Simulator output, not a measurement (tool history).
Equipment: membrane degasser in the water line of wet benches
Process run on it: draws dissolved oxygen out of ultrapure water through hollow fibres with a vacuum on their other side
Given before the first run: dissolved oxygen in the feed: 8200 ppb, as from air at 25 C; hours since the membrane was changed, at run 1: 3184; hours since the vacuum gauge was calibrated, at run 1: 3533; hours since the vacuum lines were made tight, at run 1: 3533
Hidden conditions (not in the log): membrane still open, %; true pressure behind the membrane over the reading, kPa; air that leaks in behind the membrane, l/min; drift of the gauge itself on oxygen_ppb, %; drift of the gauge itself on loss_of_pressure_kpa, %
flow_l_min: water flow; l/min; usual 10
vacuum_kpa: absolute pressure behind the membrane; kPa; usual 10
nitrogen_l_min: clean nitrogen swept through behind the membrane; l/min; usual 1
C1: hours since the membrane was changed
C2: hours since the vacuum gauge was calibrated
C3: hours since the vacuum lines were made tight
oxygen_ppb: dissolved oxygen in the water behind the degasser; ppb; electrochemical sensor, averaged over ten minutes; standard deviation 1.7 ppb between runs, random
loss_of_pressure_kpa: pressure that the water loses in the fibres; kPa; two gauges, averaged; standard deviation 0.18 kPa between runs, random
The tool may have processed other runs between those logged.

{"run": 1, "hour": 0.0, "flow_l_min": 10, "vacuum_kpa": 10, "nitrogen_l_min": 1, "C1": 3184, "C2": 3533, "C3": 3533, "oxygen_ppb": 172.7, "loss_of_pressure_kpa": 30.67}
{"run": 2, "hour": 170.3, "flow_l_min": 15, "vacuum_kpa": 10, "nitrogen_l_min": 1, "C1": 3355, "C2": 3704, "C3": 3704, "oxygen_ppb": 256.9, "loss_of_pressure_kpa": 45.37}
{"run": 3, "hour": 291.2, "flow_l_min": 13, "vacuum_kpa": 10, "nitrogen_l_min": 1, "C1": 3475, "C2": 3825, "C3": 3825, "oxygen_ppb": 219.3, "loss_of_pressure_kpa": 39.7}
{"run": 4, "hour": 375.4, "flow_l_min": 10, "vacuum_kpa": 10, "nitrogen_l_min": 1, "C1": 3560, "C2": 3909, "C3": 3909, "oxygen_ppb": 170.9, "loss_of_pressure_kpa": 30.52}
{"run": 5, "hour": 509.1, "flow_l_min": 10, "vacuum_kpa": 10, "nitrogen_l_min": 1, "C1": 3693, "C2": 4043, "C3": 4043, "oxygen_ppb": 171.3, "loss_of_pressure_kpa": 30.46}
{"run": 6, "hour": 687.3, "flow_l_min": 10, "vacuum_kpa": 10, "nitrogen_l_min": 1, "C1": 3872, "C2": 4221, "C3": 4221, "oxygen_ppb": 171.7, "loss_of_pressure_kpa": 30.46}
{"run": 7, "hour": 834.3, "flow_l_min": 10, "vacuum_kpa": 10, "nitrogen_l_min": 1, "C1": 4019, "C2": 4368, "C3": 4368, "oxygen_ppb": 171.8, "loss_of_pressure_kpa": 30.44}
{"run": 8, "hour": 1000.8, "flow_l_min": 10, "vacuum_kpa": 10, "nitrogen_l_min": 1, "C1": 4185, "C2": 4534, "C3": 4534, "oxygen_ppb": 169.8, "loss_of_pressure_kpa": 30.32}
{"hour": 1123.1, "done": "vacuum gauge calibrated"}
{"run": 9, "hour": 1132.5, "flow_l_min": 10, "vacuum_kpa": 10, "nitrogen_l_min": 1, "C1": 4316, "C2": 9, "C3": 4665, "oxygen_ppb": 174.2, "loss_of_pressure_kpa": 30.65}
{"hour": 1211.4, "done": "seals of the vacuum lines changed"}
{"run": 10, "hour": 1267.4, "flow_l_min": 10, "vacuum_kpa": 10, "nitrogen_l_min": 1, "C1": 4449, "C2": 142, "C3": 56, "oxygen_ppb": 172.5, "loss_of_pressure_kpa": 30.46}
{"run": 11, "hour": 1350.9, "flow_l_min": 10, "vacuum_kpa": 10, "nitrogen_l_min": 1, "C1": 4533, "C2": 226, "C3": 140, "oxygen_ppb": 168.6, "loss_of_pressure_kpa": 30.86}
{"run": 12, "hour": 1445.6, "flow_l_min": 10, "vacuum_kpa": 10, "nitrogen_l_min": 1, "C1": 4627, "C2": 320, "C3": 234, "oxygen_ppb": 171.3, "loss_of_pressure_kpa": 30.61}
{"run": 13, "hour": 1615.3, "flow_l_min": 10, "vacuum_kpa": 10, "nitrogen_l_min": 1, "C1": 4797, "C2": 490, "C3": 404, "oxygen_ppb": 170.6, "loss_of_pressure_kpa": 30.55}
{"run": 14, "hour": 1720.4, "flow_l_min": 10, "vacuum_kpa": 10, "nitrogen_l_min": 1, "C1": 4902, "C2": 595, "C3": 509, "oxygen_ppb": 171, "loss_of_pressure_kpa": 30.49}
{"run": 15, "hour": 1874.6, "flow_l_min": 10, "vacuum_kpa": 6.4, "nitrogen_l_min": 1, "C1": 5056, "C2": 750, "C3": 663, "oxygen_ppb": 88.8, "loss_of_pressure_kpa": 30.29}
{"run": 16, "hour": 2063.4, "flow_l_min": 10, "vacuum_kpa": 6.4, "nitrogen_l_min": 1, "C1": 5245, "C2": 938, "C3": 852, "oxygen_ppb": 89.8, "loss_of_pressure_kpa": 30.71}
{"run": 17, "hour": 2246.4, "flow_l_min": 10, "vacuum_kpa": 6.4, "nitrogen_l_min": 1, "C1": 5428, "C2": 1121, "C3": 1035, "oxygen_ppb": 88.5, "loss_of_pressure_kpa": 30.59}
{"run": 18, "hour": 2430.8, "flow_l_min": 6, "vacuum_kpa": 14.9, "nitrogen_l_min": 0.88, "C1": 5613, "C2": 1306, "C3": 1219, "oxygen_ppb": 193.7, "loss_of_pressure_kpa": 18.07}
{"run": 19, "hour": 2576.9, "flow_l_min": 10, "vacuum_kpa": 10, "nitrogen_l_min": 1.21, "C1": 5759, "C2": 1452, "C3": 1366, "oxygen_ppb": 146.7, "loss_of_pressure_kpa": 30.54}
{"run": 20, "hour": 2742.2, "flow_l_min": 9, "vacuum_kpa": 10.8, "nitrogen_l_min": 1.21, "C1": 5924, "C2": 1617, "C3": 1531, "oxygen_ppb": 146.1, "loss_of_pressure_kpa": 27.52}
{"run": 21, "hour": 2828.9, "flow_l_min": 9, "vacuum_kpa": 13.3, "nitrogen_l_min": 1.64, "C1": 6011, "C2": 1704, "C3": 1617, "oxygen_ppb": 143.6, "loss_of_pressure_kpa": 27.56}
{"run": 22, "hour": 2943.0, "flow_l_min": 10, "vacuum_kpa": 21.9, "nitrogen_l_min": 0.46, "C1": 6125, "C2": 1818, "C3": 1732, "oxygen_ppb": 826.9, "loss_of_pressure_kpa": 30.38}
{"run": 23, "hour": 3116.3, "flow_l_min": 10, "vacuum_kpa": 21.9, "nitrogen_l_min": 0.46, "C1": 6298, "C2": 1991, "C3": 1905, "oxygen_ppb": 831.3, "loss_of_pressure_kpa": 30.57}
{"run": 24, "hour": 3257.4, "flow_l_min": 8, "vacuum_kpa": 24.7, "nitrogen_l_min": 1, "C1": 6439, "C2": 2132, "C3": 2046, "oxygen_ppb": 412.7, "loss_of_pressure_kpa": 24.56}
{"run": 25, "hour": 3434.7, "flow_l_min": 8, "vacuum_kpa": 24.7, "nitrogen_l_min": 1, "C1": 6616, "C2": 2310, "C3": 2223, "oxygen_ppb": 403.8, "loss_of_pressure_kpa": 24.69}
{"run": 26, "hour": 3555.2, "flow_l_min": 13, "vacuum_kpa": 22.9, "nitrogen_l_min": 1.56, "C1": 6737, "C2": 2430, "C3": 2344, "oxygen_ppb": 404.7, "loss_of_pressure_kpa": 39.52}
{"run": 27, "hour": 3673.4, "flow_l_min": 13, "vacuum_kpa": 22.9, "nitrogen_l_min": 1.56, "C1": 6855, "C2": 2548, "C3": 2462, "oxygen_ppb": 397.4, "loss_of_pressure_kpa": 39.65}
{"run": 28, "hour": 3791.9, "flow_l_min": 13, "vacuum_kpa": 16.8, "nitrogen_l_min": 1.56, "C1": 6974, "C2": 2667, "C3": 2581, "oxygen_ppb": 285.3, "loss_of_pressure_kpa": 39.86}
{"run": 29, "hour": 3870.8, "flow_l_min": 7, "vacuum_kpa": 11.3, "nitrogen_l_min": 1.56, "C1": 7053, "C2": 2746, "C3": 2659, "oxygen_ppb": 94.2, "loss_of_pressure_kpa": 21.06}
{"run": 30, "hour": 3959.5, "flow_l_min": 7, "vacuum_kpa": 11.3, "nitrogen_l_min": 1.56, "C1": 7141, "C2": 2834, "C3": 2748, "oxygen_ppb": 94, "loss_of_pressure_kpa": 21.49}
{"run": 31, "hour": 4097.3, "flow_l_min": 10, "vacuum_kpa": 17.8, "nitrogen_l_min": 0.77, "C1": 7279, "C2": 2972, "C3": 2886, "oxygen_ppb": 431.4, "loss_of_pressure_kpa": 30.48}
{"run": 32, "hour": 4229.9, "flow_l_min": 10, "vacuum_kpa": 17.8, "nitrogen_l_min": 0.77, "C1": 7412, "C2": 3105, "C3": 3019, "oxygen_ppb": 433.8, "loss_of_pressure_kpa": 30.53}

Forecast each of these 3 alternatives for the next run:
{"run": "A", "hour": 4374.0, "flow_l_min": 10, "vacuum_kpa": 10, "nitrogen_l_min": 1, "C1": 7556, "C2": 3249, "C3": 3163, "oxygen_ppb": "?", "loss_of_pressure_kpa": "?"}
{"run": "B", "hour": 4374.0, "flow_l_min": 12, "vacuum_kpa": 6, "nitrogen_l_min": 2.49, "C1": 7556, "C2": 3249, "C3": 3163, "oxygen_ppb": "?", "loss_of_pressure_kpa": "?"}
{"run": "C", "hour": 4374.0, "flow_l_min": 12, "vacuum_kpa": 16.9, "nitrogen_l_min": 1, "C1": 7556, "C2": 3249, "C3": 3163, "oxygen_ppb": "?", "loss_of_pressure_kpa": "?"}

run=A oxygen_ppb=170.5 loss_of_pressure_kpa=30.28
run=B oxygen_ppb=53.2 loss_of_pressure_kpa=36.4
run=C oxygen_ppb=382.9 loss_of_pressure_kpa=36.81
Stripped of hidden state, with their random variation kept, the same runs would have yielded:
run=A oxygen_ppb=170 loss_of_pressure_kpa=30.24
run=B oxygen_ppb=52.9 loss_of_pressure_kpa=36.34
run=C oxygen_ppb=382.3 loss_of_pressure_kpa=36.75

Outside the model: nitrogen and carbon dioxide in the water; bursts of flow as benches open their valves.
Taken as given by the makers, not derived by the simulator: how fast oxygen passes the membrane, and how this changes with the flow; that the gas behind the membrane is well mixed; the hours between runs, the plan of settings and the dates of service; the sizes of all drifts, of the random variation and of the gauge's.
